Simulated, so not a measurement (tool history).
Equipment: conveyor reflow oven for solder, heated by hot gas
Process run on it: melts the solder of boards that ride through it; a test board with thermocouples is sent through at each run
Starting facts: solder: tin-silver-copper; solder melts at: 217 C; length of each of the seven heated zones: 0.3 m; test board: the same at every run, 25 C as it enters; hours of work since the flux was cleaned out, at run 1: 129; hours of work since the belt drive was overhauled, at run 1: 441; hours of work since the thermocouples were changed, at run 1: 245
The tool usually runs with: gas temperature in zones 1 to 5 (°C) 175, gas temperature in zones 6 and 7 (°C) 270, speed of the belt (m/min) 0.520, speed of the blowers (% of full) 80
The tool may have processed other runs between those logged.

run   hour  gas temperature in zones 1 to 5 (°C)  gas temperature in zones 6 and 7 (°C)  speed of the belt (m/min)  speed of the blowers (% of full)  hours of work since the flux was cleaned out  hours of work since the belt drive was overhauled  hours of work since the thermocouples were changed  highest temperature of the board (°C)  time above the solder's melting point (s)
  1    0.0                                   175                                    270                      0.520                                80                                           129                                                441                                                 245                                  253.1                                       52.3
  2   27.1                                   175                                    270                      0.520                                80                                           141                                                453                                                 257                                  252.2                                       52.1
  3   51.5                                   175                                    270                      0.520                                80                                           151                                                463                                                 267                                  251.6                                       52.3
  4   78.8                                   175                                    270                      0.520                                80                                           162                                                474                                                 278                                  252.9                                       51.8
  5  100.1                                   175                                    270                      0.520                                80                                           171                                                483                                                 287                                  251.9                                       51.9
  6  115.3                                   175                                    270                      0.520                                80                                           178                                                490                                                 294                                  252.0                                       52.1
  7  138.2                                   175                                    270                      0.520                                80                                           187                                                499                                                 303                                  251.9                                       52.4
  8  166.9                                   175                                    258                      0.520                                80                                           199                                                511                                                 315                                  241.6                                       44.4
  9  179.5                                   175                                    258                      0.520                                80                                           205                                                517                                                 321                                  241.3                                       44.2
 10  198.4                                   175                                    277                      0.520                                80                                           213                                                525                                                 329                                  257.8                                       55.1
     206.0  -- flux residue cleaned out of gas plates and filters
 11  216.5                                   175                                    277                      0.520                                80                                             4                                                530                                                 334                                  257.6                                       55.5
 12  228.5                                   175                                    277                      0.520                                80                                             9                                                535                                                 339                                  257.5                                       55.7
 13  257.1                                   175                                    277                      0.520                                79                                            21                                                547                                                 351                                  257.7                                       55.5
 14  276.5                                   175                                    277                      0.520                                79                                            30                                                555                                                 359                                  257.2                                       55.1
 15  296.6                                   175                                    277                      0.520                                79                                            38                                                564                                                 368                                  257.0                                       55.1
 16  325.4                                   175                                    283                      0.520                                80                                            50                                                576                                                 380                                  262.2                                       58.2
 17  339.2                                   162                                    273                      0.532                                62                                            56                                                582                                                 386                                  246.2                                       41.9
     355.3  -- flux residue cleaned out of gas plates and filters, once more
 18  366.2                                   162                                    273                      0.532                                62                                             5                                                591                                                 395                                  247.9                                       42.9
 19  384.4                                   162                                    273                      0.466                                62                                            12                                                599                                                 403                                  253.2                                       54.9
 20  398.6                                   175                                    260                      0.520                                66                                            18                                                605                                                 409                                  241.6                                       43.5
 21  422.1                                   175                                    260                      0.520                                66                                            28                                                614                                                 418                                  240.9                                       43.5
 22  445.6                                   175                                    260                      0.520                                66                                            38                                                624                                                 428                                  241.2                                       43.1
 23  471.9                                   175                                    260                      0.520                                66                                            49                                                635                                                 439                                  241.3                                       43.4
 24  496.0                                   175                                    260                      0.520                                66                                            59                                                646                                                 450                                  241.5                                       43.4
 25  518.2                                   175                                    260                      0.520                                66                                            69                                                655                                                 459                                  242.1                                       43.0
 26  545.3                                   175                                    260                      0.520                                66                                            80                                                666                                                 470                                  241.0                                       43.2
 27  564.5                                   178                                    269                      0.600                                81                                            88                                                674                                                 478                                  247.1                                       42.0
 28  580.6                                   189                                    283                      0.491                                76                                            95                                                681                                                 485                                  267.1                                       69.3
 29  594.2                                   177                                    276                      0.562                                78                                           100                                                687                                                 491                                  253.9                                       50.1
 30  614.9                                   185                                    270                      0.520                                80                                           109                                                696                                                 500                                  253.8                                       57.2
 31  630.5                                   173                                    270                      0.520                                81                                           116                                                702                                                 506                                  252.1                                       51.4
 32  646.7                                   167                                    270                      0.487                                81                                           122                                                709                                                 513                                  253.1                                       54.5

What differs in the tool's unlogged condition from the final listed run ahead of each entry between runs to the first listed run following it?
Logged between run 10 and run 11: flux residue cleaned out of gas plates and filters (hour 206.0)
  heat that the gas passes to the board, % of a clean oven's: 95.7 -> 95.2; belt's true speed, % of the reading: 98.97 -> 98.96; true gas temperature in zones 6 and 7 over the reading, C: -0.38 -> -0.39
  the result without the hidden state subtracted from the measured one, highest temperature of the board (°C): -1.1 -> -1.3; time above the solder's melting point (s): -0.2 -> -0.4
Logged between run 17 and run 18: flux residue cleaned out of gas plates and filters, once more (hour 355.3)
  heat that the gas passes to the board, % of a clean oven's: 94.3 -> 99.6; belt's true speed, % of the reading: 98.89 -> 98.87; true gas temperature in zones 6 and 7 over the reading, C: -0.52 -> -0.54
  the result without the hidden state subtracted from the measured one, highest temperature of the board (°C): -1.7 -> -0.1; time above the solder's melting point (s): -1.1 -> +0.5

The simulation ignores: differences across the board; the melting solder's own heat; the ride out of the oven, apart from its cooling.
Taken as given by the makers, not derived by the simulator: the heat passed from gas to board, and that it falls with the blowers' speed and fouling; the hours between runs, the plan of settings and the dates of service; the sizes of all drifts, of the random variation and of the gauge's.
